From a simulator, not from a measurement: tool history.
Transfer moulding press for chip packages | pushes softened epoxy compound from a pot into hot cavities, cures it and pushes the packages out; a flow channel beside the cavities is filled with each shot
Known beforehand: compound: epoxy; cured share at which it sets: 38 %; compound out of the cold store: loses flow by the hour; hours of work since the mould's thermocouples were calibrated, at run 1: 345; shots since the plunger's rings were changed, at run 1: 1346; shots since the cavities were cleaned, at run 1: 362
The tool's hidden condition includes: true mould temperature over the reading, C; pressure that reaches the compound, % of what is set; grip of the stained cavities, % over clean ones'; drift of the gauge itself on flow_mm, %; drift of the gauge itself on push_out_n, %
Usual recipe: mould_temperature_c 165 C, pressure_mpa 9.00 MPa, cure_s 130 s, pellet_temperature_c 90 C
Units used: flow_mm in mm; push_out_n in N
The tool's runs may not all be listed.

run	hour	mould_temperature_c	pressure_mpa	cure_s	pellet_temperature_c	hours of work since the mould's thermocouples were calibrated	shots since the plunger's rings were changed	shots since the cavities were cleaned	incoming compound's hours out of the cold store	flow_mm	push_out_n
1	0.0	165	9.00	130	90	345	1346	362	41.0	732	430
2	13.2	159	9.00	130	90	353	1456	472	9.3	815	617
# hour 19.3: cavities cleaned with cleaning compound and waxed
# hour 34.6: mould's thermocouples calibrated
3	44.2	159	9.00	130	90	6	1687	192	37.4	749	514
4	58.2	159	9.00	130	94	14	1803	308	41.0	744	552
# hour 82.1: cavities cleaned with cleaning compound and waxed
5	82.1	159	9.00	112	94	28	1991	0	45.6	732	578
6	111.5	159	9.00	112	94	46	2237	246	40.2	742	690
7	136.2	159	9.00	112	94	61	2443	452	42.0	732	779
# hour 142.8: cavities cleaned with cleaning compound and waxed
8	154.1	159	9.00	112	94	70	2580	95	36.8	747	636
9	171.1	165	9.00	124	90	81	2722	237	16.8	767	411
# hour 176.5: plunger's sealing rings changed
10	188.7	165	9.00	124	90	90	102	363	10.7	805	461
11	203.4	165	9.00	124	90	99	225	486	41.0	740	450
# hour 207.4: cavities cleaned with cleaning compound and waxed
12	235.0	165	9.00	124	90	117	477	231	30.4	761	429
13	248.0	165	9.00	124	90	125	586	340	29.9	759	431
# hour 269.4: cavities cleaned with cleaning compound and waxed
14	279.8	165	9.00	124	90	143	839	87	44.0	730	373
15	294.8	165	9.00	163	92	152	964	212	45.9	726	352
16	318.4	165	9.89	130	92	166	1161	409	25.0	805	448
# hour 330.5: cavities cleaned with cleaning compound and waxed
17	349.1	165	9.89	130	92	184	1405	155	22.0	807	383
18	377.5	165	9.89	130	92	201	1643	393	45.7	753	431
# hour 393.2: cavities cleaned with cleaning compound and waxed
19	401.6	168	9.89	155	92	215	1832	71	23.0	787	302
20	425.2	170	8.37	130	90	229	2029	268	27.0	715	376
# hour 453.7: cavities cleaned with cleaning compound and waxed
21	457.3	170	8.45	112	85	248	2285	30	35.5	700	343
22	471.1	170	8.45	150	85	256	2400	145	9.8	752	345
23	490.0	158	9.07	150	85	267	2558	303	8.9	816	502
# hour 514.1: plunger's sealing rings changed
24	514.1	164	9.07	118	87	280	0	484	35.3	761	499
# hour 517.0: cavities cleaned with cleaning compound and waxed
25	545.9	164	9.07	118	87	299	253	241	45.9	735	467
26	570.1	163	8.38	154	90	313	456	444	17.8	762	426
# hour 578.9: cavities cleaned with cleaning compound and waxed
27	602.4	161	8.68	122	91	332	713	197	13.2	790	525

What differs in the tool's unlogged condition from the final listed run ahead of each entry between runs to the first listed run following it?
From run 2 to run 3: cavities cleaned with cleaning compound and waxed (hour 19.3); mould's thermocouples calibrated (hour 34.6)
  true mould temperature over the reading, C: 0.23 -> 0.07; pressure that reaches the compound, % of what is set: 96.47 -> 96; grip of the stained cavities, % over clean ones': 34 -> 16.7
  what was measured, less what the result would be without the hidden state, flow_mm: -15 -> -16 mm; push_out_n: +149 -> +72 N
From run 4 to run 5: cavities cleaned with cleaning compound and waxed (hour 82.1)
  true mould temperature over the reading, C: 0.07 -> 0.09; pressure that reaches the compound, % of what is set: 95.71 -> 95.31; grip of the stained cavities, % over clean ones': 24.7 -> 1.1
  what was measured, less what the result would be without the hidden state, flow_mm: -17 -> -18 mm; push_out_n: +108 -> +2 N
From run 7 to run 8: cavities cleaned with cleaning compound and waxed (hour 142.8)
  true mould temperature over the reading, C: 0.13 -> 0.14; pressure that reaches the compound, % of what is set: 94.39 -> 94.06; grip of the stained cavities, % over clean ones': 34 -> 9.4
  what was measured, less what the result would be without the hidden state, flow_mm: -22 -> -24 mm; push_out_n: +192 -> +49 N
From run 9 to run 10: plunger's sealing rings changed (hour 176.5)
  true mould temperature over the reading, C: 0.16 -> 0.17; pressure that reaches the compound, % of what is set: 93.74 -> 99.5; grip of the stained cavities, % over clean ones': 20.2 -> 28.5
  what was measured, less what the result would be without the hidden state, flow_mm: -26 -> -3 mm; push_out_n: +69 -> +99 N
From run 11 to run 12: cavities cleaned with cleaning compound and waxed (hour 207.4)
  true mould temperature over the reading, C: 0.18 -> 0.2; pressure that reaches the compound, % of what is set: 99.25 -> 98.72; grip of the stained cavities, % over clean ones': 35.4 -> 20.9
  what was measured, less what the result would be without the hidden state, flow_mm: -3 -> -5 mm; push_out_n: +115 -> +72 N
From run 13 to run 14: cavities cleaned with cleaning compound and waxed (hour 269.4)
  true mould temperature over the reading, C: 0.21 -> 0.23; pressure that reaches the compound, % of what is set: 98.49 -> 97.97; grip of the stained cavities, % over clean ones': 28.1 -> 9.5
  what was measured, less what the result would be without the hidden state, flow_mm: -6 -> -8 mm; push_out_n: +92 -> +30 N
From run 16 to run 17: cavities cleaned with cleaning compound and waxed (hour 330.5)
  true mould temperature over the reading, C: 0.25 -> 0.28; pressure that reaches the compound, % of what is set: 97.35 -> 96.84; grip of the stained cavities, % over clean ones': 31.9 -> 13.6
  what was measured, less what the result would be without the hidden state, flow_mm: -11 -> -14 mm; push_out_n: +105 -> +44 N
From run 18 to run 19: cavities cleaned with cleaning compound and waxed (hour 393.2)
  true mould temperature over the reading, C: 0.3 -> 0.31; pressure that reaches the compound, % of what is set: 96.38 -> 95.95; grip of the stained cavities, % over clean ones': 29.6 -> 6.7
  what was measured, less what the result would be without the hidden state, flow_mm: -15 -> -17 mm; push_out_n: +96 -> +18 N
From run 20 to run 21: cavities cleaned with cleaning compound and waxed (hour 453.7)
  true mould temperature over the reading, C: 0.33 -> 0.35; pressure that reaches the compound, % of what is set: 95.55 -> 95.02; grip of the stained cavities, % over clean ones': 21.9 -> 4.7
  what was measured, less what the result would be without the hidden state, flow_mm: -17 -> -19 mm; push_out_n: +66 -> +12 N
From run 23 to run 24: plunger's sealing rings changed (hour 514.1)
  true mould temperature over the reading, C: 0.37 -> 0.39; pressure that reaches the compound, % of what is set: 94.42 -> 99.77; grip of the stained cavities, % over clean ones': 25.1 -> 35.1
  what was measured, less what the result would be without the hidden state, flow_mm: -25 -> -2 mm; push_out_n: +92 -> +124 N
From run 24 to run 25: cavities cleaned with cleaning compound and waxed (hour 517.0)
  true mould temperature over the reading, C: 0.39 -> 0.41; pressure that reaches the compound, % of what is set: 99.77 -> 99.26; grip of the stained cavities, % over clean ones': 35.1 -> 23.2
  what was measured, less what the result would be without the hidden state, flow_mm: -2 -> -4 mm; push_out_n: +124 -> +80 N
From run 26 to run 27: cavities cleaned with cleaning compound and waxed (hour 578.9)
  true mould temperature over the reading, C: 0.43 -> 0.45; pressure that reaches the compound, % of what is set: 98.86 -> 98.29; grip of the stained cavities, % over clean ones': 35.2 -> 17.6
  what was measured, less what the result would be without the hidden state, flow_mm: -5 -> -8 mm; push_out_n: +108 -> +66 N
